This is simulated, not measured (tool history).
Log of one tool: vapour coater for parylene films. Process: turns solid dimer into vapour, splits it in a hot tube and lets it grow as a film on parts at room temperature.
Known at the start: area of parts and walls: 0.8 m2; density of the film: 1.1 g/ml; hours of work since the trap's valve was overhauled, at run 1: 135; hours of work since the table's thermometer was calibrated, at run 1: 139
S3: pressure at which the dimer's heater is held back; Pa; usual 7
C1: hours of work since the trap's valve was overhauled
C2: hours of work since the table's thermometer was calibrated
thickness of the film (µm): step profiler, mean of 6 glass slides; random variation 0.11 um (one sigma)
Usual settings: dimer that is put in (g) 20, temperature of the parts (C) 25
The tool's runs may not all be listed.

run 1 hour=0 | dimer_that_is_put_in_(g)=20 temperature_of_the_parts_(C)=25 S3=7 | C1=135 C2=139 | thickness_of_the_film_(µm)=13.2
run 2 hour=24.5 | dimer_that_is_put_in_(g)=13 temperature_of_the_parts_(C)=25 S3=7 | C1=152 C2=157 | thickness_of_the_film_(µm)=8.55
run 3 hour=50 | dimer_that_is_put_in_(g)=13 temperature_of_the_parts_(C)=25 S3=7 | C1=171 C2=175 | thickness_of_the_film_(µm)=8.51
run 4 hour=72.9 | dimer_that_is_put_in_(g)=13 temperature_of_the_parts_(C)=25 S3=7 | C1=187 C2=192 | thickness_of_the_film_(µm)=8.49
run 5 hour=91.3 | dimer_that_is_put_in_(g)=13 temperature_of_the_parts_(C)=25 S3=7 | C1=201 C2=205 | thickness_of_the_film_(µm)=8.58
run 6 hour=104.4 | dimer_that_is_put_in_(g)=13 temperature_of_the_parts_(C)=25 S3=7 | C1=210 C2=215 | thickness_of_the_film_(µm)=8.54
run 7 hour=126.1 | dimer_that_is_put_in_(g)=13 temperature_of_the_parts_(C)=25 S3=7 | C1=226 C2=230 | thickness_of_the_film_(µm)=8.33
run 8 hour=150.5 | dimer_that_is_put_in_(g)=13 temperature_of_the_parts_(C)=25 S3=7 | C1=244 C2=248 | thickness_of_the_film_(µm)=8.47
run 9 hour=164.1 | dimer_that_is_put_in_(g)=13 temperature_of_the_parts_(C)=25 S3=7 | C1=254 C2=258 | thickness_of_the_film_(µm)=8.56
run 10 hour=179.6 | dimer_that_is_put_in_(g)=20 temperature_of_the_parts_(C)=29 S3=7 | C1=265 C2=269 | thickness_of_the_film_(µm)=11.4
run 11 hour=205.7 | dimer_that_is_put_in_(g)=33 temperature_of_the_parts_(C)=33 S3=2.11 | C1=284 C2=288 | thickness_of_the_film_(µm)=19.24
run 12 hour=231 | dimer_that_is_put_in_(g)=26 temperature_of_the_parts_(C)=33 S3=5.63 | C1=302 C2=306 | thickness_of_the_film_(µm)=13.4
run 13 hour=254.1 | dimer_that_is_put_in_(g)=14 temperature_of_the_parts_(C)=29 S3=5.77 | C1=319 C2=323 | thickness_of_the_film_(µm)=8.16
run 14 hour=269 | dimer_that_is_put_in_(g)=32 temperature_of_the_parts_(C)=23 S3=7.04 | C1=329 C2=334 | thickness_of_the_film_(µm)=21.54
run 15 hour=291 | dimer_that_is_put_in_(g)=32 temperature_of_the_parts_(C)=23 S3=7.04 | C1=345 C2=350 | thickness_of_the_film_(µm)=21.89
run 16 hour=305.7 | dimer_that_is_put_in_(g)=29 temperature_of_the_parts_(C)=27 S3=9.55 | C1=356 C2=361 | thickness_of_the_film_(µm)=16.88
run 17 hour=318.7 | dimer_that_is_put_in_(g)=29 temperature_of_the_parts_(C)=27 S3=9.55 | C1=365 C2=370 | thickness_of_the_film_(µm)=16.8
run 18 hour=334.5 | dimer_that_is_put_in_(g)=21 temperature_of_the_parts_(C)=31 S3=10.96 | C1=377 C2=381 | thickness_of_the_film_(µm)=10.51
run 19 hour=357.4 | dimer_that_is_put_in_(g)=21 temperature_of_the_parts_(C)=31 S3=10.96 | C1=393 C2=398 | thickness_of_the_film_(µm)=10.61

Forecast each of these 3 alternatives for the next run:
run A hour=375.1 | dimer_that_is_put_in_(g)=17 temperature_of_the_parts_(C)=25 S3=7 | C1=406 C2=411 | thickness_of_the_film_(µm)=?
run B hour=375.1 | dimer_that_is_put_in_(g)=21 temperature_of_the_parts_(C)=21 S3=2.15 | C1=406 C2=411 | thickness_of_the_film_(µm)=?
run C hour=375.1 | dimer_that_is_put_in_(g)=10 temperature_of_the_parts_(C)=25 S3=2.66 | C1=406 C2=411 | thickness_of_the_film_(µm)=?

run=A thickness_of_the_film_(µm)=10.93
run=B thickness_of_the_film_(µm)=17.25
run=C thickness_of_the_film_(µm)=7.19
Without the tool's hidden state the same runs would have given:
run=A thickness_of_the_film_(µm)=11.6
run=B thickness_of_the_film_(µm)=18.31
run=C thickness_of_the_film_(µm)=7.63
